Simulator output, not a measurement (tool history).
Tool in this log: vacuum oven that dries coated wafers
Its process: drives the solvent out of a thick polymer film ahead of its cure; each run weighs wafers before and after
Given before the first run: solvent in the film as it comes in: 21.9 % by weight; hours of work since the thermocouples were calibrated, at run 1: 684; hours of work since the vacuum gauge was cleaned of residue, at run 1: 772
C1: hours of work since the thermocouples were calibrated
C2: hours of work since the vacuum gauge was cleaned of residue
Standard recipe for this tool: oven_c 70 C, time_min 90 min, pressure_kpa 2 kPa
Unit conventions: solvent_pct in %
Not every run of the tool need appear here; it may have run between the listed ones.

{"run": 1, "hour": 0.0, "oven_c": 70, "time_min": 90, "pressure_kpa": 2, "C1": 684, "C2": 772, "solvent_pct": 1.97}
{"run": 2, "hour": 48.7, "oven_c": 70, "time_min": 90, "pressure_kpa": 2, "C1": 716, "C2": 804, "solvent_pct": 2.01}
{"run": 3, "hour": 82.1, "oven_c": 70, "time_min": 90, "pressure_kpa": 1.43, "C1": 738, "C2": 826, "solvent_pct": 1.75}
{"run": 4, "hour": 120.7, "oven_c": 70, "time_min": 73, "pressure_kpa": 1.43, "C1": 764, "C2": 852, "solvent_pct": 2.48}
{"run": 5, "hour": 153.9, "oven_c": 70, "time_min": 84, "pressure_kpa": 2, "C1": 786, "C2": 874, "solvent_pct": 2.15}
{"run": 6, "hour": 187.8, "oven_c": 70, "time_min": 84, "pressure_kpa": 2, "C1": 808, "C2": 896, "solvent_pct": 2.17}
{"run": 7, "hour": 234.0, "oven_c": 70, "time_min": 84, "pressure_kpa": 2, "C1": 839, "C2": 927, "solvent_pct": 2.15}
{"run": 8, "hour": 270.8, "oven_c": 70, "time_min": 84, "pressure_kpa": 2, "C1": 863, "C2": 951, "solvent_pct": 2.19}
{"run": 9, "hour": 301.1, "oven_c": 70, "time_min": 138, "pressure_kpa": 2, "C1": 883, "C2": 971, "solvent_pct": 1.19}
{"run": 10, "hour": 326.0, "oven_c": 70, "time_min": 92, "pressure_kpa": 1, "C1": 900, "C2": 988, "solvent_pct": 1.43}
{"hour": 332.3, "done": "oven's thermocouples calibrated"}
{"run": 11, "hour": 352.4, "oven_c": 76, "time_min": 90, "pressure_kpa": 1.31, "C1": 13, "C2": 1004, "solvent_pct": 0.85}
{"run": 12, "hour": 396.8, "oven_c": 76, "time_min": 73, "pressure_kpa": 1.31, "C1": 43, "C2": 1033, "solvent_pct": 1.21}
{"run": 13, "hour": 424.9, "oven_c": 63, "time_min": 90, "pressure_kpa": 2.6, "C1": 61, "C2": 1052, "solvent_pct": 3.64}
{"hour": 443.5, "done": "oven's thermocouples calibrated, once more"}
{"run": 14, "hour": 474.9, "oven_c": 63, "time_min": 90, "pressure_kpa": 2.6, "C1": 21, "C2": 1083, "solvent_pct": 4.29}
{"run": 15, "hour": 517.5, "oven_c": 70, "time_min": 90, "pressure_kpa": 1.88, "C1": 49, "C2": 1112, "solvent_pct": 2.2}
{"run": 16, "hour": 540.6, "oven_c": 81, "time_min": 90, "pressure_kpa": 2, "C1": 64, "C2": 1127, "solvent_pct": 0.8}
{"run": 17, "hour": 568.6, "oven_c": 70, "time_min": 123, "pressure_kpa": 1.45, "C1": 83, "C2": 1145, "solvent_pct": 1.23}

Per-run results on a tool with no hidden state, each run keeping its own random variation:
The tool's hidden condition here consists of: true wafer temperature over the reading, C; true pressure over the reading, kPa; drift of the gauge itself on solvent_pct, %.
run=1 solvent_pct=2.12
run=2 solvent_pct=2.16
run=3 solvent_pct=1.89
run=4 solvent_pct=2.7
run=5 solvent_pct=2.35
run=6 solvent_pct=2.37
run=7 solvent_pct=2.35
run=8 solvent_pct=2.41
run=9 solvent_pct=1.26
run=10 solvent_pct=1.61
run=11 solvent_pct=0.99
run=12 solvent_pct=1.45
run=13 solvent_pct=4.19
run=14 solvent_pct=4.24
run=15 solvent_pct=2.16
run=16 solvent_pct=0.77
run=17 solvent_pct=1.18

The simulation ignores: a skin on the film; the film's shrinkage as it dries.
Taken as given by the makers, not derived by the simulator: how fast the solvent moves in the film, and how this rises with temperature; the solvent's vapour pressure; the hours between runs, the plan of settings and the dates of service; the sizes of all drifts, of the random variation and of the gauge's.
